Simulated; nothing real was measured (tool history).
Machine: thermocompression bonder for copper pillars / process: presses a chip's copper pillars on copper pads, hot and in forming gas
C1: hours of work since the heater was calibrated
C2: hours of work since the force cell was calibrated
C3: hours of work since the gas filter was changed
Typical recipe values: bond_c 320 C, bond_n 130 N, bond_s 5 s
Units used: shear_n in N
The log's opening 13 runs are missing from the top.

{"run": 14, "hour": 710.7, "bond_c": 320, "bond_n": 130, "bond_s": 5, "C1": 158, "C2": 1223, "C3": 306, "shear_n": 52.3}
{"run": 15, "hour": 774.7, "bond_c": 320, "bond_n": 130, "bond_s": 5, "C1": 185, "C2": 1251, "C3": 334, "shear_n": 52.1}
{"hour": 784.6, "done": "forming gas filter changed"}
{"run": 16, "hour": 827.5, "bond_c": 320, "bond_n": 130, "bond_s": 6, "C1": 208, "C2": 1273, "C3": 19, "shear_n": 58.5}
{"run": 17, "hour": 893.0, "bond_c": 320, "bond_n": 130, "bond_s": 5, "C1": 236, "C2": 1302, "C3": 47, "shear_n": 54.7}
{"run": 18, "hour": 948.5, "bond_c": 320, "bond_n": 130, "bond_s": 5, "C1": 260, "C2": 1326, "C3": 71, "shear_n": 54.3}
{"run": 19, "hour": 1020.5, "bond_c": 320, "bond_n": 130, "bond_s": 5, "C1": 291, "C2": 1357, "C3": 102, "shear_n": 54.2}
{"run": 20, "hour": 1056.4, "bond_c": 320, "bond_n": 130, "bond_s": 5, "C1": 307, "C2": 1372, "C3": 118, "shear_n": 54.2}
{"run": 21, "hour": 1109.6, "bond_c": 303, "bond_n": 130, "bond_s": 5, "C1": 330, "C2": 1395, "C3": 141, "shear_n": 43.6}
{"run": 22, "hour": 1171.2, "bond_c": 305, "bond_n": 90, "bond_s": 8, "C1": 357, "C2": 1422, "C3": 167, "shear_n": 37.2}
{"run": 23, "hour": 1239.6, "bond_c": 304, "bond_n": 90, "bond_s": 6, "C1": 386, "C2": 1452, "C3": 197, "shear_n": 32.2}
{"hour": 1297.6, "done": "force cell calibrated"}
{"run": 24, "hour": 1299.8, "bond_c": 292, "bond_n": 130, "bond_s": 6, "C1": 412, "C2": 1, "C3": 222, "shear_n": 42.3}
{"run": 25, "hour": 1349.3, "bond_c": 334, "bond_n": 130, "bond_s": 6, "C1": 433, "C2": 22, "C3": 244, "shear_n": 70.7}
{"run": 26, "hour": 1415.2, "bond_c": 331, "bond_n": 192, "bond_s": 3, "C1": 462, "C2": 51, "C3": 272, "shear_n": 74.8}
{"run": 27, "hour": 1464.7, "bond_c": 331, "bond_n": 192, "bond_s": 3, "C1": 483, "C2": 72, "C3": 294, "shear_n": 74.5}
{"run": 28, "hour": 1528.4, "bond_c": 324, "bond_n": 106, "bond_s": 5, "C1": 511, "C2": 100, "C3": 321, "shear_n": 48.6}
{"hour": 1567.5, "done": "forming gas filter changed"}
{"run": 29, "hour": 1598.7, "bond_c": 319, "bond_n": 133, "bond_s": 5, "C1": 541, "C2": 130, "C3": 13, "shear_n": 60.1}
{"run": 30, "hour": 1671.5, "bond_c": 325, "bond_n": 107, "bond_s": 4, "C1": 572, "C2": 162, "C3": 45, "shear_n": 47.7}
{"run": 31, "hour": 1722.9, "bond_c": 337, "bond_n": 130, "bond_s": 5, "C1": 595, "C2": 184, "C3": 67, "shear_n": 70.9}
{"run": 32, "hour": 1773.4, "bond_c": 321, "bond_n": 150, "bond_s": 7, "C1": 616, "C2": 206, "C3": 89, "shear_n": 75.7}
{"run": 33, "hour": 1807.9, "bond_c": 321, "bond_n": 150, "bond_s": 7, "C1": 631, "C2": 221, "C3": 104, "shear_n": 76.1}

What does the tool deliver on the next run?
{"run": 34, "hour": 1844.4, "bond_c": 343, "bond_n": 130, "bond_s": 4, "C1": 647, "C2": 236, "C3": 120, "shear_n": "?"}

{"run 34": {"shear_n": 70.0}}
With the hidden condition absent and the run-to-run variation left alone, this run would have shown shear_n 66.8 N.
